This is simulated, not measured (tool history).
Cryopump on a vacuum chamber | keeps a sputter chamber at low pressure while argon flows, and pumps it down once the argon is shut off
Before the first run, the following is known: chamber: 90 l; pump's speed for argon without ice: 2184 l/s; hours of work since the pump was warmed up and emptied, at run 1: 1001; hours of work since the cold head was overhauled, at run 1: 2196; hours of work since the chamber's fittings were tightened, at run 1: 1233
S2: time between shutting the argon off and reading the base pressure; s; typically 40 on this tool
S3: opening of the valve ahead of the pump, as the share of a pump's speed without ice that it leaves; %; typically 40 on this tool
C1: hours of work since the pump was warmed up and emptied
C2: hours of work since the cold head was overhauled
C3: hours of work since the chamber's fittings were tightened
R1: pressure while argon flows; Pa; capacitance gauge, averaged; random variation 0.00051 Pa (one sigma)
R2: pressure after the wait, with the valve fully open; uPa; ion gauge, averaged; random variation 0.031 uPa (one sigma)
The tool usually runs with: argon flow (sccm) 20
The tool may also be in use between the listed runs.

{"run": 1, "day": 0.0, "argon flow (sccm)": 20, "S2": 40, "S3": 40, "C1": 1001, "C2": 2196, "C3": 1233, "R1": 0.0425, "R2": 1.76}
{"run": 2, "day": 1.921, "argon flow (sccm)": 20, "S2": 40, "S3": 40, "C1": 1040, "C2": 2235, "C3": 1272, "R1": 0.0428, "R2": 1.74}
{"run": 3, "day": 3.7, "argon flow (sccm)": 20, "S2": 40, "S3": 40, "C1": 1076, "C2": 2271, "C3": 1308, "R1": 0.0427, "R2": 1.77}
{"run": 4, "day": 5.588, "argon flow (sccm)": 20, "S2": 40, "S3": 48, "C1": 1114, "C2": 2309, "C3": 1346, "R1": 0.0363, "R2": 1.77}
{"run": 5, "day": 8.054, "argon flow (sccm)": 20, "S2": 40, "S3": 48, "C1": 1164, "C2": 2359, "C3": 1396, "R1": 0.0378, "R2": 1.83}
{"day": 9.283, "done": "pump warmed up, emptied and cooled again"}
{"run": 6, "day": 9.929, "argon flow (sccm)": 20, "S2": 40, "S3": 40, "C1": 13, "C2": 2393, "C3": 1430, "R1": 0.0398, "R2": 1.77}
{"run": 7, "day": 11.625, "argon flow (sccm)": 20, "S2": 117, "S3": 40, "C1": 47, "C2": 2427, "C3": 1464, "R1": 0.0398, "R2": 0.76}
{"run": 8, "day": 13.804, "argon flow (sccm)": 13, "S2": 40, "S3": 40, "C1": 92, "C2": 2472, "C3": 1508, "R1": 0.0253, "R2": 1.73}
{"run": 9, "day": 15.829, "argon flow (sccm)": 20, "S2": 25, "S3": 25, "C1": 133, "C2": 2513, "C3": 1549, "R1": 0.0627, "R2": 2.55}
{"run": 10, "day": 17.296, "argon flow (sccm)": 20, "S2": 198, "S3": 25, "C1": 162, "C2": 2542, "C3": 1579, "R1": 0.0638, "R2": 0.6}

The next listed run, before its measurement:
{"run": 11, "day": 19.283, "argon flow (sccm)": 20, "S2": 198, "S3": 25, "C1": 203, "C2": 2583, "C3": 1619, "R1": "?", "R2": "?"}

R1: 0.0632 Pa
R2: 0.58 uPa
Were there no unlogged condition in the tool, this run, its random variation unchanged, would have produced R1 0.0621 Pa, R2 0.42 uPa.
